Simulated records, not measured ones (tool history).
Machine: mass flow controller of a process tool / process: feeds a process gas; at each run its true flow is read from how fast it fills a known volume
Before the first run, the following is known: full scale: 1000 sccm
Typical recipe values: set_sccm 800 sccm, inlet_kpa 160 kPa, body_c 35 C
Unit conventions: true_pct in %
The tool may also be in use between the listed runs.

run,day,set_sccm,inlet_kpa,body_c,true_pct
1,0,800,160,35,100.91
2,4.488,800,160,35,100.81
3,8.075,800,160,35,100.86
4,11.496,800,160,35,100.88
5,16.262,800,160,35,100.81
6,18.85,800,186,35,100.9
7,21.996,800,186,35,101.01
8,24.092,800,160,20,99.5
9,27.325,729,183,29,100.32
10,31.7,729,183,29,100.31
11,36.733,163,183,29,99.1
12,39.142,674,232,26,100.24
13,44.271,572,232,25,99.81
14,47.475,478,239,35,100.74

Each row is a separate what-if for the run after 14, all from the same tool condition, not one after another. Results?
A,50.392,522,207,20,?
B,50.392,240,228,29,?
C,50.392,800,202,35,?
D,50.392,478,239,37,?
E,50.392,704,239,20,?

run,true_pct
A,99.25
B,99.51
C,100.96
D,100.73
E,99.57
Take away the tool's hidden state, keep each run's random variation, and the runs would have read:
run,true_pct
A,98.88
B,99.31
C,100.55
D,100.38
E,99.17
